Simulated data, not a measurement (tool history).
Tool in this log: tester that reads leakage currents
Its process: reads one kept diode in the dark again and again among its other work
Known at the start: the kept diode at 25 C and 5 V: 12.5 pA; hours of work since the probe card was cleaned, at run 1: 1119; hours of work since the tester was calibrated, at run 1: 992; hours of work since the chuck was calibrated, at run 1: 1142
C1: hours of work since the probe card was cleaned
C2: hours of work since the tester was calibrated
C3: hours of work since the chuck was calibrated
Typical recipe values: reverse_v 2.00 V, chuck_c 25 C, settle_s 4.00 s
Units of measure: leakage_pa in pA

Run 1, hour 0.0: usual settings; C1 1119; C2 992; C3 1142. Result: leakage_pa 12.97 pA.
Run 2, hour 97.1: usual settings; C1 1169; C2 1041; C3 1192. Result: leakage_pa 13.14 pA.
At hour 149.3: chuck's temperature calibrated.
Run 3, hour 269.0: usual settings; C1 1255; C2 1128; C3 61. Result: leakage_pa 12.47 pA.
At hour 302.1: probe card cleaned and baked.
Run 4, hour 348.4: usual settings but reverse_v 3.79 V; C1 24; C2 1167; C3 100. Result: leakage_pa 11.95 pA.
Run 5, hour 494.1: usual settings but reverse_v 3.79 V; C1 98; C2 1242; C3 175. Result: leakage_pa 12.37 pA.
Run 6, hour 620.2: usual settings but reverse_v 3.07 V; C1 163; C2 1306; C3 239. Result: leakage_pa 11.70 pA.
Run 7, hour 785.8: usual settings but reverse_v 3.07 V; C1 247; C2 1391; C3 324. Result: leakage_pa 12.05 pA.
Run 8, hour 886.2: usual settings but reverse_v 5.49 V, settle_s 3.36 s; C1 299; C2 1443; C3 376. Result: leakage_pa 16.00 pA.
Run 9, hour 1030.4: usual settings but reverse_v 17.36 V, chuck_c 21 C, settle_s 8.93 s; C1 373; C2 1516; C3 449. Result: leakage_pa 23.39 pA.
Run 10, hour 1126.2: usual settings but chuck_c 44 C, settle_s 0.62 s; C1 422; C2 1565; C3 498. Result: leakage_pa 52.60 pA.
Run 11, hour 1217.2: usual settings but chuck_c 44 C, settle_s 0.62 s; C1 468; C2 1612; C3 545. Result: leakage_pa 52.80 pA.

5 ways to go on from here, each from the tool as it stands after run 11. What would each give?
Run A, hour 1367.1: usual settings but reverse_v 2.50 V, chuck_c 44 C, settle_s 0.62 s; C1 545; C2 1689; C3 622. Result: leakage_pa ?.
Run B, hour 1367.1: usual settings but chuck_c 44 C, settle_s 0.52 s; C1 545; C2 1689; C3 622. Result: leakage_pa ?.
Run C, hour 1367.1: usual settings but reverse_v 2.04 V, chuck_c 27 C, settle_s 0.62 s; C1 545; C2 1689; C3 622. Result: leakage_pa ?.
Run D, hour 1367.1: usual settings but settle_s 1.90 s; C1 545; C2 1689; C3 622. Result: leakage_pa ?.
Run E, hour 1367.1: usual settings but reverse_v 2.19 V, chuck_c 36 C, settle_s 0.62 s; C1 545; C2 1689; C3 622. Result: leakage_pa ?.

run  leakage_pa
  A       58.23
  B       53.04
  C       13.61
  D       11.09
  E       28.82
With the hidden condition removed and each run's random variation left untouched, the same runs would have given:
run  leakage_pa
  A       53.98
  B       49.38
  C       11.58
  D        9.18
  E       26.02
